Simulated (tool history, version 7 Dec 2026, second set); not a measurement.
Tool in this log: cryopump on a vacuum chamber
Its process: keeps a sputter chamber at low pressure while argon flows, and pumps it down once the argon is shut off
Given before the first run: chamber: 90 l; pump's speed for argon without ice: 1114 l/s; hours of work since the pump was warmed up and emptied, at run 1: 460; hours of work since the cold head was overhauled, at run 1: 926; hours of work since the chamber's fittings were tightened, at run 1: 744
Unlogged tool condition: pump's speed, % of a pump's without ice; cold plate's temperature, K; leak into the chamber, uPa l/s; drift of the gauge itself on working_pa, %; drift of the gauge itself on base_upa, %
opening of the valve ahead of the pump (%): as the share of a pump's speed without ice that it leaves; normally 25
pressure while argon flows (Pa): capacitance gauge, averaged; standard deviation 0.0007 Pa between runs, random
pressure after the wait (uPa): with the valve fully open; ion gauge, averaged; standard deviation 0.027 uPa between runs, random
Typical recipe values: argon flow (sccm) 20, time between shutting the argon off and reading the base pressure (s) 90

run	hour	argon flow (sccm)	time between shutting the argon off and reading the base pressure (s)	opening of the valve ahead of the pump (%)	hours of work since the pump was warmed up and emptied	hours of work since the cold head was overhauled	hours of work since the chamber's fittings were tightened	pressure while argon flows (Pa)	pressure after the wait (uPa)
1	0.0	20	90	25	460	926	744	0.1273	2.00
# hour 9.8: pump warmed up, emptied and cooled again
2	42.1	20	90	41	25	954	772	0.0740	1.87
3	67.5	20	90	41	44	974	792	0.0749	1.93
4	101.8	20	90	41	70	1000	818	0.0750	1.91
5	139.8	20	90	41	100	1029	847	0.0762	1.95
6	170.8	20	90	25	123	1053	871	0.1224	1.98
7	204.4	20	90	25	149	1079	897	0.1235	2.04
8	241.9	20	90	25	178	1107	925	0.1241	1.98
9	260.1	20	90	25	192	1121	939	0.1232	2.11
10	290.2	11	90	25	215	1144	962	0.0678	2.04
11	326.5	11	90	25	242	1172	990	0.0682	2.19
12	348.0	9	87	33	259	1189	1007	0.0433	2.11
13	376.2	13	29	51	281	1210	1028	0.0417	4.07
14	398.7	28	53	17	298	1227	1045	0.2533	2.86
15	434.5	28	53	17	325	1255	1073	0.2543	2.94
16	469.8	28	53	17	352	1282	1100	0.2568	2.99
17	496.9	14	155	36	373	1303	1121	0.0618	1.86
18	525.5	10	22	36	395	1325	1143	0.0444	5.23
19	551.7	10	22	36	415	1345	1163	0.0442	5.42
20	575.4	20	75	25	433	1363	1181	0.1280	2.60
21	601.6	20	75	25	453	1383	1201	0.1273	2.55

What differs in the tool's unlogged condition from the final listed run ahead of each entry between runs to the first listed run following it?
From run 1 to run 2: pump warmed up, emptied and cooled again (hour 9.8)
  pump's speed, % of a pump's without ice: 84.7 -> 99.2; cold plate's temperature, K: 12.54 -> 12.55; leak into the chamber, uPa l/s: 997 -> 1024
  difference, measured minus the result without the unlogged condition, pressure while argon flows (Pa): +0.0059 -> +0.0006; pressure after the wait (uPa): +0.79 -> +0.67
